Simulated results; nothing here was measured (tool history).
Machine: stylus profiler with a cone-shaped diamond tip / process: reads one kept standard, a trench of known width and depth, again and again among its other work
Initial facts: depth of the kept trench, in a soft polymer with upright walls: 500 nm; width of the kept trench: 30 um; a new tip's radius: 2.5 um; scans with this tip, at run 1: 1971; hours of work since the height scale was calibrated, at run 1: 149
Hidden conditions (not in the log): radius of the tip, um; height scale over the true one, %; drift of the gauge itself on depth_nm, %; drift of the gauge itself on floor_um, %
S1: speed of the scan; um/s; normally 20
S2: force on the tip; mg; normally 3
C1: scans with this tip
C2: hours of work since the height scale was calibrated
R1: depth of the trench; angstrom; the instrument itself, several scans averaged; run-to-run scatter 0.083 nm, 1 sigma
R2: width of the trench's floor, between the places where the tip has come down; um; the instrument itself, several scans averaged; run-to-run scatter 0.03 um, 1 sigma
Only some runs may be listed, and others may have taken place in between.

Run 1, day 0: usual settings; C1 1971; C2 149. Result: R1 5069.9 angstrom, R2 26.83 um.
Run 2, day 0.683: usual settings; C1 2127; C2 161. Result: R1 5069.9 angstrom, R2 26.74 um.
Run 3, day 1.771: usual settings; C1 2373; C2 180. Result: R1 5070.3 angstrom, R2 26.8 um.
Run 4, day 2.412: usual settings but S1 18 um/s; C1 2519; C2 191. Result: R1 5067.8 angstrom, R2 26.76 um.
Run 5, day 3.533: usual settings but S1 18 um/s; C1 2774; C2 210. Result: R1 5068.6 angstrom, R2 26.66 um.
Run 6, day 4.688: usual settings but S1 18 um/s; C1 3036; C2 230. Result: R1 5069.2 angstrom, R2 26.65 um.
Run 7, day 5.271: usual settings but S1 18 um/s; C1 3169; C2 240. Result: R1 5069 angstrom, R2 26.64 um.
Run 8, day 6.004: usual settings but S1 8 um/s; C1 3334; C2 253. Result: R1 5069.9 angstrom, R2 26.68 um.
Run 9, day 6.704: usual settings but S1 8 um/s; C1 3494; C2 265. Result: R1 5067.2 angstrom, R2 26.62 um.
Run 10, day 7.479: usual settings but S2 1.3 mg; C1 3670; C2 278. Result: R1 5036.5 angstrom, R2 26.56 um.
Run 11, day 8.625: usual settings but S1 35 um/s; C1 3931; C2 298. Result: R1 5068.9 angstrom, R2 26.56 um.
Run 12, day 9.721: usual settings but S2 5.28 mg; C1 4179; C2 317. Result: R1 5100.9 angstrom, R2 26.58 um.
Run 13, day 10.554: usual settings; C1 4368; C2 331. Result: R1 5069 angstrom, R2 26.52 um.
Run 14, day 11.229: usual settings; C1 4522; C2 343. Result: R1 5066.9 angstrom, R2 26.55 um.
At day 11.308: height scale calibrated on a step standard.
Run 15, day 12.412: usual settings; C1 4786; C2 19. Result: R1 5065.9 angstrom, R2 26.5 um.
At day 13.146: height scale calibrated on a step standard, once more.
Run 16, day 13.175: usual settings; C1 4954; C2 0. Result: R1 5071.8 angstrom, R2 26.46 um.
Run 17, day 13.746: usual settings; C1 5084; C2 10. Result: R1 5071.4 angstrom, R2 26.46 um.
Run 18, day 14.871: usual settings but S2 1.85 mg; C1 5339; C2 30. Result: R1 5052.1 angstrom, R2 26.35 um.
Run 19, day 15.471: usual settings but S2 5.55 mg; C1 5475; C2 40. Result: R1 5108.8 angstrom, R2 26.42 um.
Run 20, day 15.983: usual settings but S2 5.55 mg; C1 5592; C2 49. Result: R1 5108.2 angstrom, R2 26.42 um.
Run 21, day 16.592: usual settings but S2 5.55 mg; C1 5730; C2 59. Result: R1 5107.9 angstrom, R2 26.38 um.
Run 22, day 17.188: usual settings but S2 5.55 mg; C1 5865; C2 70. Result: R1 5107.9 angstrom, R2 26.42 um.
Run 23, day 18.1: usual settings but S2 5.55 mg; C1 6073; C2 85. Result: R1 5108.1 angstrom, R2 26.39 um.
Run 24, day 18.908: usual settings but S2 5.55 mg; C1 6256; C2 99. Result: R1 5108.1 angstrom, R2 26.36 um.
Run 25, day 19.442: usual settings but S1 24 um/s, S2 1.96 mg; C1 6378; C2 108. Result: R1 5054.2 angstrom, R2 26.33 um.
Run 26, day 20.621: usual settings but S1 12 um/s, S2 3.43 mg; C1 6645; C2 129. Result: R1 5078.5 angstrom, R2 26.35 um.
Run 27, day 21.775: usual settings but S1 73 um/s, S2 4.32 mg; C1 6908; C2 149. Result: R1 5091.1 angstrom, R2 26.11 um.
Run 28, day 22.3: usual settings but S1 41 um/s, S2 1.44 mg; C1 7027; C2 158. Result: R1 5042.5 angstrom, R2 26.14 um.
Run 29, day 23.108: usual settings but S2 1.61 mg; C1 7211; C2 171. Result: R1 5046.6 angstrom, R2 26.26 um.
Run 30, day 24.262: usual settings but S1 28 um/s, S2 4.03 mg; C1 7472; C2 191. Result: R1 5085.8 angstrom, R2 26.21 um.
Run 31, day 25.238: usual settings but S1 9 um/s, S2 3.05 mg; C1 7694; C2 208. Result: R1 5071.7 angstrom, R2 26.28 um.
Run 32, day 26.125: usual settings but S1 9 um/s, S2 3.05 mg; C1 7895; C2 223. Result: R1 5070.8 angstrom, R2 26.29 um.
Run 33, day 26.921: usual settings but S1 66 um/s, S2 1.29 mg; C1 8076; C2 237. Result: R1 5039.5 angstrom, R2 25.84 um.
Run 34, day 27.546: usual settings but S1 19 um/s, S2 1.27 mg; C1 8219; C2 248. Result: R1 5040 angstrom, R2 26.13 um.
Run 35, day 28.3: usual settings but S1 33 um/s, S2 1.27 mg; C1 8390; C2 261. Result: R1 5039.7 angstrom, R2 26.02 um.
Run 36, day 29.054: usual settings but S1 33 um/s, S2 1.27 mg; C1 8561; C2 274. Result: R1 5039.8 angstrom, R2 26.04 um.
Run 37, day 30.038: usual settings but S1 33 um/s, S2 1.27 mg; C1 8784; C2 291. Result: R1 5038.9 angstrom, R2 25.99 um.
Run 38, day 31.033: usual settings but S1 33 um/s, S2 8.75 mg; C1 9010; C2 308. Result: R1 5144.7 angstrom, R2 26.14 um.
Run 39, day 31.758: usual settings but S1 33 um/s, S2 1.19 mg; C1 9175; C2 320. Result: R1 5038 angstrom, R2 25.94 um.
Run 40, day 32.283: usual settings but S1 33 um/s, S2 3.1 mg; C1 9294; C2 329. Result: R1 5071.4 angstrom, R2 26.09 um.
Run 41, day 32.912: usual settings but S1 27 um/s, S2 1.41 mg; C1 9437; C2 340. Result: R1 5043.2 angstrom, R2 25.93 um.
Run 42, day 34.079: usual settings but S1 40 um/s, S2 1.4 mg; C1 9703; C2 360. Result: R1 5042.2 angstrom, R2 25.95 um.
Run 43, day 35.167: usual settings but S1 40 um/s, S2 1.4 mg; C1 9949; C2 379. Result: R1 5042.4 angstrom, R2 25.85 um.
Run 44, day 35.704: usual settings but S1 40 um/s, S2 1.4 mg; C1 10071; C2 388. Result: R1 5042.2 angstrom, R2 25.81 um.
Run 45, day 36.475: usual settings but S1 11 um/s, S2 2.98 mg; C1 10246; C2 402. Result: R1 5068.3 angstrom, R2 26.01 um.
Run 46, day 36.962: usual settings but S1 11 um/s, S2 2.98 mg; C1 10357; C2 410. Result: R1 5070.1 angstrom, R2 25.98 um.
Run 47, day 37.75: usual settings but S1 11 um/s, S2 2.98 mg; C1 10536; C2 423. Result: R1 5069.3 angstrom, R2 26.03 um.

What if the next run were any one of these 3? Each begins from the tool's condition after run 47:
Run A, day 38.6: usual settings but S1 15 um/s, S2 2.47 mg; C1 10729; C2 438. Result: R1 ?, R2 ?.
Run B, day 38.6: usual settings but S2 5.18 mg; C1 10729; C2 438. Result: R1 ?, R2 ?.
Run C, day 38.6: usual settings but S1 9 um/s, S2 3.46 mg; C1 10729; C2 438. Result: R1 ?, R2 ?.

run      R1     R2
  A  5060.2  25.98
  B  5100.8  25.92
  C    5076  25.96
Take away the tool's hidden state, keep each run's random variation, and the runs would have read:
run      R1     R2
  A    5062  26.93
  B  5102.6  26.87
  C  5077.8  26.91

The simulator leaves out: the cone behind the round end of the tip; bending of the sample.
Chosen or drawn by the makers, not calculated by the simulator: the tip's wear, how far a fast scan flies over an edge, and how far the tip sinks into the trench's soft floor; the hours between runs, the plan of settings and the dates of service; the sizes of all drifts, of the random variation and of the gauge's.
